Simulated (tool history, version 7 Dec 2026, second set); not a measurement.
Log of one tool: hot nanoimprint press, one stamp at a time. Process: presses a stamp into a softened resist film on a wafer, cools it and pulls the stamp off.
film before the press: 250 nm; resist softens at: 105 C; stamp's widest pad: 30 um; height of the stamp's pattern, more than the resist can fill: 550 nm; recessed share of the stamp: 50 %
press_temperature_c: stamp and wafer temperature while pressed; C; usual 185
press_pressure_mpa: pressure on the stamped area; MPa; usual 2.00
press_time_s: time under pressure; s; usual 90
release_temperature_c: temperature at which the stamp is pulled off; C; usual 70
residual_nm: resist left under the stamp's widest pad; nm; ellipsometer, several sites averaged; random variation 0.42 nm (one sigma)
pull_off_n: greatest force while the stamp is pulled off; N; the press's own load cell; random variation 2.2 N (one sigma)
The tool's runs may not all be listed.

Run 1, day 0.000: usual settings. Result: residual_nm 134.3 nm, pull_off_n 229 N.
Run 2, day 0.729: usual settings. Result: residual_nm 134.7 nm, pull_off_n 234 N.
Run 3, day 1.433: usual settings. Result: residual_nm 134.5 nm, pull_off_n 235 N.
Run 4, day 1.825: usual settings but release_temperature_c 58 C. Result: residual_nm 133.9 nm, pull_off_n 316 N.
Run 5, day 2.467: usual settings but release_temperature_c 61 C. Result: residual_nm 134.3 nm, pull_off_n 295 N.
Run 6, day 2.792: usual settings but release_temperature_c 69 C. Result: residual_nm 134.1 nm, pull_off_n 247 N.
Run 7, day 3.525: usual settings but release_temperature_c 69 C. Result: residual_nm 134.9 nm, pull_off_n 242 N.
At day 3.696: plate thermocouple calibrated.
Run 8, day 4.396: usual settings but release_temperature_c 69 C. Result: residual_nm 136.3 nm, pull_off_n 248 N.
At day 5.008: plate thermocouple calibrated, once more.
Run 9, day 5.304: usual settings but release_temperature_c 69 C. Result: residual_nm 131.7 nm, pull_off_n 242 N.
Run 10, day 5.667: usual settings but release_temperature_c 69 C. Result: residual_nm 132.2 nm, pull_off_n 242 N.
Run 11, day 6.450: usual settings but release_temperature_c 69 C. Result: residual_nm 131.9 nm, pull_off_n 250 N.
At day 7.117: stamp cleaned and given a new release coat.
Run 12, day 7.188: usual settings but press_temperature_c 191 C, press_pressure_mpa 1.23 MPa, release_temperature_c 69 C. Result: residual_nm 139.7 nm, pull_off_n 216 N.
Run 13, day 7.554: usual settings but press_pressure_mpa 1.93 MPa, press_time_s 99 s. Result: residual_nm 129.2 nm, pull_off_n 213 N.
Run 14, day 8.142: usual settings but press_pressure_mpa 1.33 MPa, press_time_s 101 s. Result: residual_nm 150.1 nm, pull_off_n 214 N.
Run 15, day 8.554: usual settings but press_temperature_c 186 C, press_pressure_mpa 1.25 MPa, press_time_s 75 s, release_temperature_c 61 C. Result: residual_nm 163.9 nm, pull_off_n 270 N.
Run 16, day 8.979: usual settings but press_temperature_c 186 C, press_pressure_mpa 1.25 MPa, press_time_s 75 s, release_temperature_c 61 C. Result: residual_nm 163.7 nm, pull_off_n 273 N.
Run 17, day 9.425: usual settings but press_temperature_c 191 C, press_time_s 180 s. Result: residual_nm 86.9 nm, pull_off_n 214 N.
Run 18, day 10.071: usual settings but press_temperature_c 191 C, press_time_s 180 s. Result: residual_nm 86.4 nm, pull_off_n 218 N.
Run 19, day 10.546: usual settings but press_temperature_c 188 C, press_pressure_mpa 1.46 MPa, press_time_s 60 s, release_temperature_c 78 C. Result: residual_nm 158.4 nm, pull_off_n 165 N.
Run 20, day 11.092: usual settings but press_temperature_c 188 C, press_pressure_mpa 1.21 MPa, press_time_s 60 s, release_temperature_c 78 C. Result: residual_nm 169.4 nm, pull_off_n 169 N.

Forecast run 21:
Run 21, day 11.758: usual settings but press_temperature_c 180 C, press_pressure_mpa 2.62 MPa, press_time_s 60 s, release_temperature_c 78 C. Result: residual_nm ?, pull_off_n ?.

Run 21 gave residual_nm 153.2 nm, pull_off_n 173 N.
Without the tool's hidden state the same run would have given residual_nm 152.7 nm, pull_off_n 165 N.
